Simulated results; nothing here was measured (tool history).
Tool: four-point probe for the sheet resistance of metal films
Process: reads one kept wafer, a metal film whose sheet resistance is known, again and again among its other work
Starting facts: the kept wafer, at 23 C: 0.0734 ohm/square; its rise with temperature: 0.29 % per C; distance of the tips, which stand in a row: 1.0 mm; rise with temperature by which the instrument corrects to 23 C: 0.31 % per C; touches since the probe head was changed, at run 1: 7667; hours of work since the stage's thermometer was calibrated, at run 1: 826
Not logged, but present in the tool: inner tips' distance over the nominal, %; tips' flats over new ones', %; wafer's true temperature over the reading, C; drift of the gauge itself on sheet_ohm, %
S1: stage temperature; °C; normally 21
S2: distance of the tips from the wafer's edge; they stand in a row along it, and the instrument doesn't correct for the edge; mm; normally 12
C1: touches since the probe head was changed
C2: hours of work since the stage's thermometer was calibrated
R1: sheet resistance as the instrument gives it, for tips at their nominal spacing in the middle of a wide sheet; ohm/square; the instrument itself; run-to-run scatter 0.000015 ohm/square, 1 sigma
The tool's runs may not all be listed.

run 1 hour=0.0 | S1=21 S2=12 | C1=7667 C2=826 | R1=0.073843
run 2 hour=18.3 | S1=21 S2=12 | C1=8490 C2=836 | R1=0.073837
run 3 hour=35.4 | S1=21 S2=57 | C1=9256 C2=845 | R1=0.073575
run 4 hour=59.9 | S1=35 S2=57 | C1=10356 C2=859 | R1=0.073386
run 5 hour=80.3 | S1=35 S2=57 | C1=11275 C2=870 | R1=0.073407
run 6 hour=99.3 | S1=35 S2=57 | C1=12125 C2=880 | R1=0.073375
run 7 hour=120.2 | S1=21 S2=12 | C1=13068 C2=892 | R1=0.073873
run 8 hour=140.1 | S1=21 S2=12 | C1=13960 C2=903 | R1=0.073852
run 9 hour=160.3 | S1=25 S2=12 | C1=14864 C2=914 | R1=0.073819
run 10 hour=180.7 | S1=21 S2=37 | C1=15782 C2=925 | R1=0.073629
run 11 hour=205.4 | S1=21 S2=37 | C1=16889 C2=939 | R1=0.073648
run 12 hour=232.5 | S1=31 S2=12 | C1=18110 C2=954 | R1=0.073748
run 13 hour=254.1 | S1=31 S2=12 | C1=19080 C2=965 | R1=0.073749
run 14 hour=273.8 | S1=31 S2=12 | C1=19964 C2=976 | R1=0.073764
run 15 hour=289.6 | S1=21 S2=12 | C1=20671 C2=985 | R1=0.073893
run 16 hour=310.2 | S1=21 S2=12 | C1=21598 C2=996 | R1=0.073893
run 17 hour=323.6 | S1=33 S2=11 | C1=22200 C2=1004 | R1=0.073781
run 18 hour=350.9 | S1=33 S2=11 | C1=23424 C2=1019 | R1=0.073798
run 19 hour=378.7 | S1=33 S2=11 | C1=24673 C2=1034 | R1=0.073819
run 20 hour=390.5 | S1=33 S2=11 | C1=25205 C2=1040 | R1=0.073798

What will run 21 give?
run 21 hour=413.8 | S1=33 S2=11 | C1=26253 C2=1053 | R1=?

R1: 0.073815 ohm/square
The same run, on a tool lacking any hidden state, would have yielded R1 0.073589 ohm/square.

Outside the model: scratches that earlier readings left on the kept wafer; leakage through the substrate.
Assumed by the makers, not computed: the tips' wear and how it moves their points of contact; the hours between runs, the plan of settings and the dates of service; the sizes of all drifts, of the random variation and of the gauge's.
